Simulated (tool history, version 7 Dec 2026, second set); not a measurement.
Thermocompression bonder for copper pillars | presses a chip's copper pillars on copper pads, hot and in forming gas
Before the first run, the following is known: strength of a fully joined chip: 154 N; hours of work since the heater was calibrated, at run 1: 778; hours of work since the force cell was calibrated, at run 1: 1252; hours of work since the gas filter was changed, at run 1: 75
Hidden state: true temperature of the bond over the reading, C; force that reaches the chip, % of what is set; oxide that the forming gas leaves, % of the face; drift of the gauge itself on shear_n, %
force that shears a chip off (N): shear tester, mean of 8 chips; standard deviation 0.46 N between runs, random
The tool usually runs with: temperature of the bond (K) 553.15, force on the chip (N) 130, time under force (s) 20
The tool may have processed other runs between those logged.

run	hour	temperature of the bond (K)	force on the chip (N)	time under force (s)	hours of work since the heater was calibrated	hours of work since the force cell was calibrated	hours of work since the gas filter was changed	force that shears a chip off (N)
1	0	553.15	130	20	778	1252	75	87.9
2	64.7	553.15	130	43	828	1302	124	106.9
# hour 82.6: forming gas filter changed
3	93.3	553.15	130	43	849	1323	8	110.5
4	139.5	553.15	130	43	885	1358	44	109.6
5	204.6	553.15	130	43	935	1408	93	107.2
6	256.5	553.15	130	20	974	1448	133	84.9
# hour 260.6: forming gas filter changed
7	298.7	553.15	130	20	1006	1480	29	87.5
8	332.6	553.15	130	20	1032	1506	55	86.4
9	400.5	553.15	130	20	1084	1558	107	84.2
# hour 411.7: heater calibrated with a thermocouple chip
# hour 442.7: forming gas filter changed
10	454.7	553.15	130	20	33	1598	9	91.6
11	517.5	553.15	130	34	81	1646	57	104.1
12	573.7	579.15	130	34	124	1689	100	122.1
# hour 618.4: forming gas filter changed
13	635	579.15	130	34	170	1735	13	124.5
# hour 651.4: force cell calibrated
14	680.2	528.15	111	34	204	22	46	69.1
15	730.8	528.15	111	34	242	61	85	68.5
# hour 796.6: forming gas filter changed
16	800.8	561.15	92	13	296	114	3	59.9
# hour 834.6: force cell calibrated, once more
17	850.4	561.15	92	13	333	12	40	63.6
18	916	525.15	102	19	383	62	90	51.7
19	949.3	525.15	102	19	408	88	116	51.4
# hour 977.6: forming gas filter changed
20	981.4	525.15	102	19	432	112	3	52.3
21	1025.9	525.15	102	19	467	146	37	51.7
22	1093.7	558.15	130	37	518	198	89	110
23	1130.2	536.15	130	40	546	226	117	92.6
# hour 1156.8: forming gas filter changed
24	1168	552.15	108	18	575	255	9	74.6

Below are 3 alternative next runs, each starting from the tool's condition after run 24. Predict each:
A	1228.5	565.15	108	24	621	301	55	?
B	1228.5	551.15	102	16	621	301	55	?
C	1228.5	536.15	187	11	621	301	55	?

run	force that shears a chip off (N)
A	91.1
B	66.2
C	84.7
The same runs, with their run-to-run variation unchanged, on a tool lacking any hidden condition would have given:
run	force that shears a chip off (N)
A	97.7
B	72.1
C	91.6
